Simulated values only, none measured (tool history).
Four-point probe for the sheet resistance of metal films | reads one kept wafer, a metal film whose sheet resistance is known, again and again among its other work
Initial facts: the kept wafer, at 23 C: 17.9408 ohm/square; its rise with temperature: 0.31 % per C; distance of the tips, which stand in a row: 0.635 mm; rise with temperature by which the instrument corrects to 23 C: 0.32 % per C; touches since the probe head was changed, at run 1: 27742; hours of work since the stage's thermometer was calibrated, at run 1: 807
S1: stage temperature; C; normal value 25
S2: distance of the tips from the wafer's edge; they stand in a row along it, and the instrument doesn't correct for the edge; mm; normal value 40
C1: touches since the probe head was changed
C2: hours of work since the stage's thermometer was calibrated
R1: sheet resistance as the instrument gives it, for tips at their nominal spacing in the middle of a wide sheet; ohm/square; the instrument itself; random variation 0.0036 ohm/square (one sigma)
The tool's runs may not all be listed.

run	day	S1	S2	C1	C2	R1
1	0.000	25	40	27742	807	17.802230
2	1.483	25	40	29680	833	17.791211
3	2.608	25	40	31157	853	17.787157
4	3.929	25	40	32884	876	17.787856
5	4.900	25	40	34154	893	17.773178
6	6.362	25	40	36066	919	17.770596
7	7.262	25	34	37243	935	17.765812
8	8.075	22	40	38303	949	17.765080
9	9.146	25	40	39707	968	17.756982
10	10.546	25	40	41540	993	17.747137
11	11.779	25	40	43148	1014	17.751171
12	13.179	25	40	44982	1039	17.742494
13	14.575	25	40	46810	1063	17.734098
14	15.612	25	40	48166	1082	17.731633
15	16.367	25	40	49152	1095	17.729380
16	17.317	25	40	50396	1112	17.721946
17	18.392	25	40	51803	1130	17.725055
18	19.767	25	40	53597	1155	17.713957
19	21.367	25	40	55695	1183	17.701217
20	22.867	22	18	57657	1209	17.714844
21	23.829	25	6	58913	1226	17.805870
22	25.088	26	9	60558	1248	17.731493
23	25.946	26	9	61684	1263	17.725105
24	26.808	25	13	62811	1278	17.706933
25	28.333	20	50	64806	1305	17.686753
26	29.054	29	4	65751	1318	17.904507
27	30.279	20	40	67349	1339	17.678414
28	31.854	30	5	69413	1367	17.795385
29	32.604	30	5	70394	1380	17.803139
30	34.117	30	5	72372	1407	17.795508
31	35.796	19	8	74570	1436	17.709805
32	36.600	18	42	75619	1450	17.649187
# day 37.629: new probe head fitted
33	37.946	18	42	418	1473	18.050068
34	39.346	18	12	2248	1498	18.057033
35	40.562	19	9	3838	1519	18.076431

Difference, measured minus no-hidden-state, one row per run. Run-to-run variation is common to both terms; the gauge's own scatter need not be:
What the log doesn't record here: inner tips' distance over the nominal, %; tips' flats over new ones', %; wafer's true temperature over the reading, C; drift of the gauge itself on sheet_ohm, %.
run	R1
1	-0.140010
2	-0.146678
3	-0.151660
4	-0.157446
5	-0.161766
6	-0.167792
7	-0.171628
8	-0.175157
9	-0.180061
10	-0.186147
11	-0.191619
12	-0.197721
13	-0.204032
14	-0.208613
15	-0.211927
16	-0.216019
17	-0.220390
18	-0.227005
19	-0.233854
20	-0.240774
21	-0.246544
22	-0.251307
23	-0.255087
24	-0.258651
25	-0.264929
26	-0.271523
27	-0.273015
28	-0.282304
29	-0.285675
30	-0.292395
31	-0.298127
32	-0.300884
33	+0.097389
34	+0.091264
35	+0.085997
